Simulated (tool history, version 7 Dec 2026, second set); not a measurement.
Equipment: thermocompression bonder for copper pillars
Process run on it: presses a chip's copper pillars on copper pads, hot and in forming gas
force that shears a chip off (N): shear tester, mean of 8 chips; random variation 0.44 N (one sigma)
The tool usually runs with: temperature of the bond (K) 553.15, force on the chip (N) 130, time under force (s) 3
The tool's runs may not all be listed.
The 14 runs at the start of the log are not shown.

run,hour,temperature of the bond (K),force on the chip (N),time under force (s),hours of work since the heater was calibrated,hours of work since the force cell was calibrated,hours of work since the gas filter was changed,force that shears a chip off (N)
15,298.7,570.15,130,3,37,476,278,67.7
16,313.4,570.15,130,3,43,483,285,67
17,342.9,570.15,130,3,56,496,298,67.1
# hour 357.4: heater calibrated with a thermocouple chip, once more
18,367.9,563.15,130,2,5,506,308,51.1
19,383.2,583.15,176,4,11,512,315,101.3
20,397,583.15,176,4,17,519,321,100.4
21,425.8,560.15,130,3,30,531,333,57.6
22,450.2,560.15,130,3,41,542,344,58.1
23,469.2,547.15,189,2,49,550,352,63.2
24,488.9,547.15,189,2,58,559,361,62.9
25,517.2,547.15,189,2,70,571,373,62.3
26,543,581.15,165,2,81,583,385,75.5
27,569.5,581.15,165,2,93,594,396,75.1
28,593.6,581.15,165,2,104,605,407,74.7
29,614.9,569.15,93,2,113,614,416,37.3
30,643.6,545.15,130,3,126,627,429,47.8
31,668.9,553.15,130,3,137,638,440,53

Here are 3 independent what-if runs from the current tool condition. What would each one return?
A,687.9,578.15,176,5,145,646,448,?
B,687.9,553.15,130,5,145,646,448,?
C,687.9,537.15,92,4,145,646,448,?

run,force that shears a chip off (N)
A,101.1
B,63.7
C,33.6
Had the tool no hidden state, the same runs would have come out as:
run,force that shears a chip off (N)
A,114.8
B,72.8
C,38.6
